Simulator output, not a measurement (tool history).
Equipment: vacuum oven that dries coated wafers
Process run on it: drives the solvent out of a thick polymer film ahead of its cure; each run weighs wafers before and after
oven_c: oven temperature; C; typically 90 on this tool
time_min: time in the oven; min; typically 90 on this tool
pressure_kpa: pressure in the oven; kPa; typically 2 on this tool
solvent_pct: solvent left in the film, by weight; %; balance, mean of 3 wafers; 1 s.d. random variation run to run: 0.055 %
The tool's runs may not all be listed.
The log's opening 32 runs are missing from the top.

run,hour,oven_c,time_min,pressure_kpa,hours of work since the thermocouples were calibrated,hours of work since the vacuum gauge was cleaned of residue,solvent_pct
33,811.1,85,47,1.42,783,889,5.27
34,829.5,85,138,1.42,793,900,2.12
35,858,91,138,3.56,809,915,3.45
36,881.8,90,117,4.67,822,929,4.77
37,896.7,90,117,4.67,831,937,4.83
38,928.7,90,74,1.11,849,955,2.19
39,944.7,101,48,1.11,857,964,1.55
40,964.7,101,48,1.11,869,975,1.63
41,991.5,90,45,2,884,990,4.68
42,1020.5,84,156,2,900,1006,2.93
43,1041.7,101,104,1.45,912,1018,1.09
44,1058.4,84,65,2.68,921,1027,5.65
45,1074.5,76,102,5.01,930,1036,9.69
46,1106.8,90,126,2.36,948,1054,2.64
47,1132.3,98,99,1.99,962,1068,1.63

Each row is a separate what-if for the run after 47, all from the same tool condition, not one after another. Results?
A,1152.5,80,99,1.99,973,1080,?
B,1152.5,98,99,1.2,973,1080,?
C,1152.5,90,90,4.35,973,1080,?
D,1152.5,98,99,1.65,973,1080,?

run,solvent_pct
A,4.49
B,1.24
C,4.76
D,1.41
Take away the tool's hidden state, keep each run's random variation, and the runs would have read:
run,solvent_pct
A,3.86
B,0.94
C,4.28
D,1.11

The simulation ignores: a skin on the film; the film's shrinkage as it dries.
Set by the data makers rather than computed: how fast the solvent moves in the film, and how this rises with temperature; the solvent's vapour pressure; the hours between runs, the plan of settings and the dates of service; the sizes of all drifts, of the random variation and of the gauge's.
